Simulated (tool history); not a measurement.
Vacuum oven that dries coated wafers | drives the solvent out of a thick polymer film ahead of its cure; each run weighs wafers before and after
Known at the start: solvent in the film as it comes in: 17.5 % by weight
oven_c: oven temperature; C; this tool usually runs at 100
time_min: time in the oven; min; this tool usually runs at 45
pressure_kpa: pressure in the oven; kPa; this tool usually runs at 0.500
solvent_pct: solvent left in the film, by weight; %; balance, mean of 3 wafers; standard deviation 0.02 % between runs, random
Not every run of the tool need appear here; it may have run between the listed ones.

run   hour  oven_c  time_min  pressure_kpa  solvent_pct
  1    0.0     100        45         0.500         0.90
  2   11.7     100        45         0.864         1.14
  3   31.1     100        45         0.500         0.94
  4   43.2     100        45         1.900         1.68
  5   63.6     100        45         0.500         0.95
  6   79.0     100        45         0.500         0.94
  7   89.9     111        25         0.452         0.60
     101.3  -- oven's thermocouples calibrated
  8  113.2     111        37         0.500         0.31
  9  122.4      89        37         1.782         5.10
 10  134.1     100        27         0.638         2.26
 11  144.6     110        77         0.513         0.27

Each row is a separate what-if for the run after 11, all from the same tool condition, not one after another. Results?
  A  158.4      98        79         1.692            ?
  B  158.4     100        67         0.500            ?
  C  158.4     108        77         0.365            ?
  D  158.4     100        73         0.500            ?
  E  158.4     111        51         0.725            ?

run  solvent_pct
  A         1.19
  B         0.45
  C         0.24
  D         0.43
  E         0.39
Stripped of hidden state, with their random variation kept, the same runs would have yielded:
run  solvent_pct
  A         1.04
  B         0.31
  C         0.14
  D         0.30
  E         0.30
